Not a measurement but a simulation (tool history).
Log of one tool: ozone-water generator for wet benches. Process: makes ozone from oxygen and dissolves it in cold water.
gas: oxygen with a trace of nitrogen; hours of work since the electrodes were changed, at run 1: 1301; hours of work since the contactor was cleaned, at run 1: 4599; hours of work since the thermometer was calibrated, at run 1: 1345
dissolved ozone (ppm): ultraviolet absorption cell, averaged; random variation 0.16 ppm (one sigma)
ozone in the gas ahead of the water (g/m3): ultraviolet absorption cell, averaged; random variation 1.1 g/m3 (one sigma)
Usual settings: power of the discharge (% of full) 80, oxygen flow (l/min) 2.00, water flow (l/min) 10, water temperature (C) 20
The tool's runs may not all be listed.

run,hour,power of the discharge (% of full),oxygen flow (l/min),water flow (l/min),water temperature (C),hours of work since the electrodes were changed,hours of work since the contactor was cleaned,hours of work since the thermometer was calibrated,dissolved ozone (ppm),ozone in the gas ahead of the water (g/m3)
1,0.0,80,2.00,10,20,1301,4599,1345,20.8,203.3
2,16.0,80,2.00,10,20,1316,4614,1360,20.3,204.4
3,39.3,80,2.00,10,20,1338,4636,1382,20.2,206.8
4,68.0,80,2.00,10,20,1365,4663,1409,20.5,206.5
5,88.5,80,2.00,10,20,1384,4682,1428,20.6,205.7
6,117.6,80,2.00,7,20,1412,4710,1456,27.4,206.8
7,136.6,80,2.00,7,20,1430,4727,1473,27.0,206.6
8,154.4,80,2.00,7,20,1446,4744,1490,27.2,207.5
9,178.5,80,2.00,7,20,1469,4767,1513,26.9,206.9
10,206.9,80,2.00,10,20,1496,4793,1539,20.7,206.6
11,221.0,80,2.00,10,20,1509,4807,1553,20.4,206.2
12,240.0,80,2.00,10,20,1527,4824,1570,20.6,208.9
13,258.1,66,2.00,10,20,1544,4841,1587,17.8,179.8
14,274.9,55,2.00,10,20,1559,4857,1603,15.6,159.8
15,303.9,55,2.00,10,20,1587,4884,1630,15.7,159.0
16,335.3,80,2.00,14,20,1616,4914,1660,14.9,206.9
17,358.1,83,2.00,10,22,1637,4935,1681,20.5,214.5
18,384.5,65,1.03,10,20,1662,4960,1706,17.9,285.0
19,410.1,47,2.05,11,14,1686,4984,1730,13.6,141.0
20,428.6,47,2.05,11,14,1704,5001,1747,13.8,140.2
21,462.5,47,2.05,11,14,1735,5033,1779,13.8,140.3
22,487.5,50,1.59,6,13,1759,5057,1803,25.0,174.0
23,507.8,86,2.85,9,13,1778,5076,1822,24.9,173.1
24,536.1,58,1.21,12,13,1804,5102,1848,14.7,235.7
25,552.5,55,1.21,6,12,1820,5118,1864,27.5,226.8
26,570.9,80,2.00,10,13,1837,5135,1881,22.5,210.5
27,593.3,40,2.00,10,16,1858,5156,1902,12.7,128.1
28,626.6,97,2.00,7,16,1889,5187,1933,33.4,241.5
29,643.1,97,2.00,7,16,1905,5203,1949,33.1,241.7
30,672.5,97,2.00,14,23,1933,5230,1976,16.7,241.5
31,694.5,42,2.00,15,13,1953,5251,1997,9.3,133.1
32,726.6,80,3.33,10,12,1983,5281,2027,21.4,147.5

5 ways to go on from here, each from the tool as it stands after run 32. What would each give?
A,759.7,80,1.79,10,25,2014,5312,2058,?,?
B,759.7,58,2.00,10,20,2014,5312,2058,?,?
C,759.7,80,1.19,8,12,2014,5312,2058,?,?
D,759.7,80,1.65,9,16,2014,5312,2058,?,?
E,759.7,78,3.27,10,12,2014,5312,2058,?,?

run,dissolved ozone (ppm),ozone in the gas ahead of the water (g/m3)
A,19.5,227.5
B,16.2,168.0
C,28.3,299.9
D,24.1,243.1
E,21.1,146.4
Without the tool's hidden state the same runs would have given:
run,dissolved ozone (ppm),ozone in the gas ahead of the water (g/m3)
A,19.5,221.9
B,16.2,163.9
C,28.3,292.6
D,24.2,237.1
E,21.1,142.8
